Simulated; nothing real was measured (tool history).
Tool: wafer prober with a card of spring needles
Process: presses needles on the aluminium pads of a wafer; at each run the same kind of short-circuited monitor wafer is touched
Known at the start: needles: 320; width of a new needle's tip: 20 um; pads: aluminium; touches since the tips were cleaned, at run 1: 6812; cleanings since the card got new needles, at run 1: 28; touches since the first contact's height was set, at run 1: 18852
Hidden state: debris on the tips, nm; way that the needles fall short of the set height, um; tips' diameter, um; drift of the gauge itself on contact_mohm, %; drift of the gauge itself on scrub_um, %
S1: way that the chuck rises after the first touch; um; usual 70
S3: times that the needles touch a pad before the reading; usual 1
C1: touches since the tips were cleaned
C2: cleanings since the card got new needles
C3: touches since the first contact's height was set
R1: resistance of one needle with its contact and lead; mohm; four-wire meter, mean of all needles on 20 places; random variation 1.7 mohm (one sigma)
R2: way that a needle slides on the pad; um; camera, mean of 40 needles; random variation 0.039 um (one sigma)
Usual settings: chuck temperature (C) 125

{"run": 1, "hour": 0.0, "S1": 70, "chuck temperature (C)": 125, "S3": 1, "C1": 6812, "C2": 28, "C3": 18852, "R1": 238, "R2": 11.29}
{"hour": 1.9, "done": "tips cleaned on abrasive film"}
{"run": 2, "hour": 21.6, "S1": 70, "chuck temperature (C)": 125, "S3": 1, "C1": 4903, "C2": 29, "C3": 24207, "R1": 232, "R2": 11.28}
{"hour": 32.0, "done": "tips cleaned on abrasive film"}
{"run": 3, "hour": 42.2, "S1": 70, "chuck temperature (C)": 125, "S3": 1, "C1": 2518, "C2": 30, "C3": 29281, "R1": 219, "R2": 11.22}
{"hour": 60.0, "done": "tips cleaned on abrasive film"}
{"run": 4, "hour": 75.7, "S1": 70, "chuck temperature (C)": 125, "S3": 1, "C1": 3908, "C2": 31, "C3": 37596, "R1": 229, "R2": 11.23}
{"hour": 89.8, "done": "tips cleaned on abrasive film"}
{"run": 5, "hour": 99.6, "S1": 70, "chuck temperature (C)": 125, "S3": 1, "C1": 2430, "C2": 32, "C3": 43505, "R1": 216, "R2": 11.22}
{"hour": 117.6, "done": "tips cleaned on abrasive film"}
{"run": 6, "hour": 119.4, "S1": 70, "chuck temperature (C)": 125, "S3": 1, "C1": 431, "C2": 33, "C3": 48392, "R1": 188, "R2": 11.28}
{"run": 7, "hour": 139.4, "S1": 87, "chuck temperature (C)": 125, "S3": 1, "C1": 5403, "C2": 33, "C3": 53364, "R1": 212, "R2": 13.98}
{"hour": 145.8, "done": "tips cleaned on abrasive film"}
{"run": 8, "hour": 162.2, "S1": 70, "chuck temperature (C)": 125, "S3": 1, "C1": 4075, "C2": 34, "C3": 59008, "R1": 232, "R2": 11.16}
{"hour": 173.8, "done": "tips cleaned on abrasive film"}
{"run": 9, "hour": 176.4, "S1": 70, "chuck temperature (C)": 125, "S3": 1, "C1": 661, "C2": 35, "C3": 62530, "R1": 190, "R2": 11.18}
{"hour": 203.1, "done": "tips cleaned on abrasive film"}
{"run": 10, "hour": 210.0, "S1": 70, "chuck temperature (C)": 125, "S3": 1, "C1": 1708, "C2": 36, "C3": 70841, "R1": 203, "R2": 11.18}
{"run": 11, "hour": 226.6, "S1": 70, "chuck temperature (C)": 125, "S3": 1, "C1": 5846, "C2": 36, "C3": 74979, "R1": 237, "R2": 11.14}
{"hour": 231.2, "done": "tips cleaned on abrasive film"}
{"run": 12, "hour": 251.0, "S1": 70, "chuck temperature (C)": 125, "S3": 1, "C1": 4915, "C2": 37, "C3": 81013, "R1": 237, "R2": 11.18}
{"hour": 260.4, "done": "tips cleaned on abrasive film"}
{"run": 13, "hour": 284.5, "S1": 70, "chuck temperature (C)": 125, "S3": 1, "C1": 5989, "C2": 38, "C3": 89299, "R1": 236, "R2": 11.09}
{"hour": 288.7, "done": "tips cleaned on abrasive film"}
{"run": 14, "hour": 301.7, "S1": 70, "chuck temperature (C)": 125, "S3": 3, "C1": 3240, "C2": 39, "C3": 93561, "R1": 189, "R2": 11.09}
{"hour": 316.6, "done": "tips cleaned on abrasive film"}
{"run": 15, "hour": 320.6, "S1": 70, "chuck temperature (C)": 125, "S3": 3, "C1": 1008, "C2": 40, "C3": 98236, "R1": 180, "R2": 11.13}
{"hour": 342.3, "done": "height of the first contact set anew"}
{"hour": 345.2, "done": "tips cleaned on abrasive film"}
{"run": 16, "hour": 345.5, "S1": 70, "chuck temperature (C)": 125, "S3": 3, "C1": 64, "C2": 41, "C3": 752, "R1": 172, "R2": 10.95}
{"run": 17, "hour": 366.8, "S1": 70, "chuck temperature (C)": 125, "S3": 3, "C1": 5377, "C2": 41, "C3": 6065, "R1": 193, "R2": 11.0}
{"hour": 375.1, "done": "tips cleaned on abrasive film"}
{"run": 18, "hour": 397.7, "S1": 70, "chuck temperature (C)": 125, "S3": 3, "C1": 5608, "C2": 42, "C3": 13702, "R1": 190, "R2": 10.93}
{"hour": 403.9, "done": "tips cleaned on abrasive film"}
{"run": 19, "hour": 412.0, "S1": 75, "chuck temperature (C)": 125, "S3": 2, "C1": 2008, "C2": 43, "C3": 17231, "R1": 196, "R2": 11.72}
{"hour": 417.9, "done": "height of the first contact set anew, once more"}
{"hour": 433.3, "done": "tips cleaned on abrasive film"}
{"run": 20, "hour": 447.7, "S1": 75, "chuck temperature (C)": 42, "S3": 1, "C1": 3579, "C2": 44, "C3": 7370, "R1": 210, "R2": 12.09}
{"hour": 463.1, "done": "tips cleaned on abrasive film"}
{"run": 21, "hour": 463.1, "S1": 54, "chuck temperature (C)": 78, "S3": 2, "C1": 0, "C2": 45, "C3": 11187, "R1": 167, "R2": 8.76}

Run 22 comes next. What will it give?
{"run": 22, "hour": 486.6, "S1": 70, "chuck temperature (C)": 27, "S3": 1, "C1": 5832, "C2": 45, "C3": 17019, "R1": "?", "R2": "?"}

R1: 232 mohm
R2: 11.39 um
Without the tool's hidden state the same run would have given R1 145 mohm, R2 11.42 um.
